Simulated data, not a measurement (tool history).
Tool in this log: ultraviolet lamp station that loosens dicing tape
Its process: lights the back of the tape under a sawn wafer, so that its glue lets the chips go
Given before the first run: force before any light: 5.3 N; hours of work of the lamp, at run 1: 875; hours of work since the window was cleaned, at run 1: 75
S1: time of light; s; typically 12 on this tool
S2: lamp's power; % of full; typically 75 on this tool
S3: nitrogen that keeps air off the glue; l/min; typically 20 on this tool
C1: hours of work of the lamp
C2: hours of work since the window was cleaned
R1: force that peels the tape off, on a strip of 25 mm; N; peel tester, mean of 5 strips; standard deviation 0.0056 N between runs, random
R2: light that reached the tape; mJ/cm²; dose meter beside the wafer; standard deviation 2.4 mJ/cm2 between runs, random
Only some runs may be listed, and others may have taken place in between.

run   hour  S1  S2  S3    C1   C2     R1   R2
  1    0.0  12  75  20   875   75  0.288  193
  2   26.2  13  75  20   896   96  0.235  206
  3   52.7  13  75  20   917  117  0.258  203
  4   88.0  12  75  20   945  146  0.327  184
  5  114.2  12  75  36   966  166  0.237  183
  6  134.5  12  75  36   982  183  0.260  179
  7  169.2  12  75  36  1010  210  0.262  178
  8  188.6  12  75  36  1025  226  0.262  171
  9  221.4  12  75  36  1051  252  0.288  171
 10  251.5  23  75  36  1076  276  0.068  315
 11  270.8  12  67  20  1091  291  0.538  148
 12  296.0  12  67  20  1111  312  0.564  145
 13  320.4  20  79  20  1130  331  0.116  278
     323.3  -- window cleaned of glue's vapour
 14  350.0  15  68  23  1154   21  0.417  161
     371.3  -- lamp changed
 15  374.5  12  75  39     3   40  0.171  203
 16  411.3  12  65  20    32   69  0.355  174
     429.2  -- window cleaned of glue's vapour, once more
 17  443.0  12  65  20    57   11  0.196  226
 18  465.1   6  62  30    74   29  0.861  104
 19  492.6  12  82  20    96   51  0.122  270
 20  512.0  12  82  20   112   66  0.126  270
 21  543.6  12  75  20   137   91  0.148  249

Forecast each of these 5 alternatives for the next run:
  A  565.1   9  77  22  154  108   ?   ?
  B  565.1  13  75  21  154  108   ?   ?
  C  565.1   8  75  20  154  108   ?   ?
  D  565.1  12  98  20  154  108   ?   ?
  E  565.1  12  75  23  154  108   ?   ?

run     R1   R2
  A  0.298  186
  B  0.128  259
  C  0.453  164
  D  0.097  315
  E  0.140  237
With no hidden state in the tool, these same runs would have given:
run     R1   R2
  A  0.239  203
  B  0.105  283
  C  0.369  179
  D  0.085  344
  E  0.112  260
